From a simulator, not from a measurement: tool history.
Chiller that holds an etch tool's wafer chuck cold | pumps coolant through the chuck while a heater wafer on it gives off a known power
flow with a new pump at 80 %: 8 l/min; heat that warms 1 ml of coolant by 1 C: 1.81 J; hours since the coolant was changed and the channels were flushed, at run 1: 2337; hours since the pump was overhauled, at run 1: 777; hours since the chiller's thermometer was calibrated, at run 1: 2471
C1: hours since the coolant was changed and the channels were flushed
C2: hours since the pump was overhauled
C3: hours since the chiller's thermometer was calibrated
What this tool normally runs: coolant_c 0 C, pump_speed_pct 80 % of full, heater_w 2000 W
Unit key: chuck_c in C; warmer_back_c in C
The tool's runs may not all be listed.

run 1 hour=0.0 | coolant_c=0 pump_speed_pct=80 heater_w=2000 | C1=2337 C2=777 C3=2471 | chuck_c=17.8 warmer_back_c=8.24
run 2 hour=105.8 | coolant_c=0 pump_speed_pct=77 heater_w=2000 | C1=2443 C2=882 C3=2577 | chuck_c=18.2 warmer_back_c=8.55
run 3 hour=199.2 | coolant_c=0 pump_speed_pct=80 heater_w=1828 | C1=2536 C2=976 C3=2670 | chuck_c=16.1 warmer_back_c=7.54
run 4 hour=265.8 | coolant_c=2 pump_speed_pct=80 heater_w=2000 | C1=2603 C2=1042 C3=2737 | chuck_c=19.6 warmer_back_c=8.17
run 5 hour=349.6 | coolant_c=2 pump_speed_pct=80 heater_w=1490 | C1=2687 C2=1126 C3=2820 | chuck_c=15.4 warmer_back_c=6.12
run 6 hour=422.2 | coolant_c=2 pump_speed_pct=80 heater_w=1490 | C1=2759 C2=1199 C3=2893 | chuck_c=15.3 warmer_back_c=6.03
run 7 hour=498.5 | coolant_c=2 pump_speed_pct=80 heater_w=1490 | C1=2836 C2=1275 C3=2969 | chuck_c=15.4 warmer_back_c=5.95
run 8 hour=546.2 | coolant_c=2 pump_speed_pct=68 heater_w=1490 | C1=2883 C2=1323 C3=3017 | chuck_c=17.0 warmer_back_c=7.10
run 9 hour=596.7 | coolant_c=2 pump_speed_pct=68 heater_w=1490 | C1=2934 C2=1373 C3=3068 | chuck_c=17.0 warmer_back_c=7.11
run 10 hour=655.3 | coolant_c=0 pump_speed_pct=80 heater_w=1412 | C1=2992 C2=1432 C3=3126 | chuck_c=12.4 warmer_back_c=5.64
run 11 hour=747.4 | coolant_c=0 pump_speed_pct=80 heater_w=1412 | C1=3085 C2=1524 C3=3218 | chuck_c=12.5 warmer_back_c=5.59
run 12 hour=837.9 | coolant_c=0 pump_speed_pct=72 heater_w=1412 | C1=3175 C2=1615 C3=3309 | chuck_c=13.6 warmer_back_c=6.23
run 13 hour=942.9 | coolant_c=7 pump_speed_pct=80 heater_w=2000 | C1=3280 C2=1720 C3=3414 | chuck_c=24.8 warmer_back_c=7.95
-- hour=961.2 gauge calibrated
run 14 hour=1026.2 | coolant_c=0 pump_speed_pct=77 heater_w=2000 | C1=3363 C2=1803 C3=3497 | chuck_c=18.3 warmer_back_c=8.64
run 15 hour=1071.4 | coolant_c=0 pump_speed_pct=80 heater_w=2000 | C1=3408 C2=1848 C3=3542 | chuck_c=17.8 warmer_back_c=8.39
run 16 hour=1123.9 | coolant_c=0 pump_speed_pct=80 heater_w=2000 | C1=3461 C2=1901 C3=3595 | chuck_c=17.7 warmer_back_c=8.28
run 17 hour=1220.1 | coolant_c=-3 pump_speed_pct=63 heater_w=1022 | C1=3557 C2=1997 C3=3691 | chuck_c=7.8 warmer_back_c=5.41
run 18 hour=1304.0 | coolant_c=-3 pump_speed_pct=63 heater_w=1022 | C1=3641 C2=2081 C3=3775 | chuck_c=7.8 warmer_back_c=5.35
run 19 hour=1398.6 | coolant_c=-3 pump_speed_pct=63 heater_w=1022 | C1=3736 C2=2175 C3=3870 | chuck_c=7.6 warmer_back_c=5.31
run 20 hour=1483.1 | coolant_c=7 pump_speed_pct=75 heater_w=1348 | C1=3820 C2=2260 C3=3954 | chuck_c=19.5 warmer_back_c=5.86
run 21 hour=1558.0 | coolant_c=-5 pump_speed_pct=77 heater_w=1491 | C1=3895 C2=2335 C3=4029 | chuck_c=8.6 warmer_back_c=6.22
run 22 hour=1607.7 | coolant_c=-5 pump_speed_pct=100 heater_w=2010 | C1=3945 C2=2384 C3=4079 | chuck_c=10.2 warmer_back_c=6.31
run 23 hour=1654.3 | coolant_c=6 pump_speed_pct=80 heater_w=1690 | C1=3991 C2=2431 C3=4125 | chuck_c=20.9 warmer_back_c=6.81
run 24 hour=1727.4 | coolant_c=6 pump_speed_pct=80 heater_w=1690 | C1=4064 C2=2504 C3=4198 | chuck_c=20.9 warmer_back_c=6.74
run 25 hour=1785.6 | coolant_c=0 pump_speed_pct=72 heater_w=1434 | C1=4123 C2=2562 C3=4256 | chuck_c=13.8 warmer_back_c=6.41
run 26 hour=1836.2 | coolant_c=0 pump_speed_pct=83 heater_w=1537 | C1=4173 C2=2613 C3=4307 | chuck_c=13.3 warmer_back_c=5.78
run 27 hour=1919.1 | coolant_c=3 pump_speed_pct=79 heater_w=2000 | C1=4256 C2=2696 C3=4390 | chuck_c=21.0 warmer_back_c=8.09
run 28 hour=2009.6 | coolant_c=0 pump_speed_pct=74 heater_w=1388 | C1=4347 C2=2786 C3=4481 | chuck_c=13.0 warmer_back_c=5.95
run 29 hour=2087.1 | coolant_c=0 pump_speed_pct=74 heater_w=1388 | C1=4424 C2=2864 C3=4558 | chuck_c=13.1 warmer_back_c=5.98
run 30 hour=2151.8 | coolant_c=8 pump_speed_pct=77 heater_w=2097 | C1=4489 C2=2928 C3=4623 | chuck_c=27.3 warmer_back_c=8.62
-- hour=2196.4 chiller's thermometer calibrated
run 31 hour=2222.3 | coolant_c=8 pump_speed_pct=77 heater_w=2097 | C1=4558 C2=2998 C3=26 | chuck_c=27.1 warmer_back_c=8.62

What if the next run were any one of these 4? Each begins from the tool's condition after run 31:
run A hour=2281.8 | coolant_c=2 pump_speed_pct=80 heater_w=2000 | C1=4618 C2=3057 C3=85 | chuck_c=? warmer_back_c=?
run B hour=2281.8 | coolant_c=-6 pump_speed_pct=67 heater_w=1498 | C1=4618 C2=3057 C3=85 | chuck_c=? warmer_back_c=?
run C hour=2281.8 | coolant_c=-8 pump_speed_pct=80 heater_w=2000 | C1=4618 C2=3057 C3=85 | chuck_c=? warmer_back_c=?
run D hour=2281.8 | coolant_c=-8 pump_speed_pct=66 heater_w=2000 | C1=4618 C2=3057 C3=85 | chuck_c=? warmer_back_c=?

run=A chuck_c=19.8 warmer_back_c=7.88
run=B chuck_c=9.2 warmer_back_c=7.06
run=C chuck_c=9.9 warmer_back_c=7.86
run=D chuck_c=12.6 warmer_back_c=9.73
The same runs, with their run-to-run variation unchanged, on a tool lacking any hidden condition would have given:
run=A chuck_c=19.7 warmer_back_c=8.31
run=B chuck_c=9.2 warmer_back_c=7.49
run=C chuck_c=9.9 warmer_back_c=8.28
run=D chuck_c=12.5 warmer_back_c=10.16
